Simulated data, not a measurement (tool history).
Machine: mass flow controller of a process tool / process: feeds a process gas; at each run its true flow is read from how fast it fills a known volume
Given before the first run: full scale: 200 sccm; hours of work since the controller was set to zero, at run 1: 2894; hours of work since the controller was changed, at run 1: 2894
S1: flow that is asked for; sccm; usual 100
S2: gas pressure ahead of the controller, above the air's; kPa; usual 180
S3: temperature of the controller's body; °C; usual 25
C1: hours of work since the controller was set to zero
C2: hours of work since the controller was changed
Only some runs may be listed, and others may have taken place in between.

{"run": 1, "day": 0.0, "S1": 100, "S2": 180, "S3": 25, "C1": 2894, "C2": 2894, "true flow (%)": 97.8}
{"run": 2, "day": 4.058, "S1": 100, "S2": 180, "S3": 25, "C1": 2957, "C2": 2957, "true flow (%)": 97.87}
{"run": 3, "day": 7.254, "S1": 100, "S2": 180, "S3": 25, "C1": 3007, "C2": 3007, "true flow (%)": 97.82}
{"run": 4, "day": 11.267, "S1": 100, "S2": 180, "S3": 25, "C1": 3069, "C2": 3069, "true flow (%)": 97.85}
{"run": 5, "day": 13.421, "S1": 100, "S2": 180, "S3": 22, "C1": 3103, "C2": 3103, "true flow (%)": 97.95}
{"run": 6, "day": 17.842, "S1": 100, "S2": 180, "S3": 27, "C1": 3172, "C2": 3172, "true flow (%)": 97.91}
{"run": 7, "day": 21.65, "S1": 100, "S2": 180, "S3": 27, "C1": 3231, "C2": 3231, "true flow (%)": 97.69}
{"run": 8, "day": 26.333, "S1": 64, "S2": 161, "S3": 27, "C1": 3304, "C2": 3304, "true flow (%)": 96.4}
{"run": 9, "day": 30.767, "S1": 27, "S2": 143, "S3": 25, "C1": 3373, "C2": 3373, "true flow (%)": 92.84}
{"run": 10, "day": 35.733, "S1": 194, "S2": 216, "S3": 25, "C1": 3451, "C2": 3451, "true flow (%)": 100.24}
{"run": 11, "day": 39.279, "S1": 100, "S2": 180, "S3": 25, "C1": 3506, "C2": 3506, "true flow (%)": 97.76}
{"run": 12, "day": 43.796, "S1": 72, "S2": 206, "S3": 24, "C1": 3576, "C2": 3576, "true flow (%)": 96.91}
{"run": 13, "day": 48.867, "S1": 32, "S2": 194, "S3": 25, "C1": 3655, "C2": 3655, "true flow (%)": 93.62}

Here are 5 independent what-if runs from the current tool condition. What would each one return?
{"run": "A", "day": 53.833, "S1": 54, "S2": 180, "S3": 34, "C1": 3733, "C2": 3733, "true flow (%)": "?"}
{"run": "B", "day": 53.833, "S1": 57, "S2": 165, "S3": 24, "C1": 3733, "C2": 3733, "true flow (%)": "?"}
{"run": "C", "day": 53.833, "S1": 33, "S2": 229, "S3": 26, "C1": 3733, "C2": 3733, "true flow (%)": "?"}
{"run": "D", "day": 53.833, "S1": 32, "S2": 205, "S3": 25, "C1": 3733, "C2": 3733, "true flow (%)": "?"}
{"run": "E", "day": 53.833, "S1": 44, "S2": 180, "S3": 28, "C1": 3733, "C2": 3733, "true flow (%)": "?"}

run=A true_flow_(%)=95.50
run=B true_flow_(%)=95.93
run=C true_flow_(%)=93.91
run=D true_flow_(%)=93.68
run=E true_flow_(%)=94.98
Without the tool's hidden state the same runs would have given:
run=A true_flow_(%)=97.08
run=B true_flow_(%)=97.37
run=C true_flow_(%)=97.20
run=D true_flow_(%)=97.12
run=E true_flow_(%)=97.18
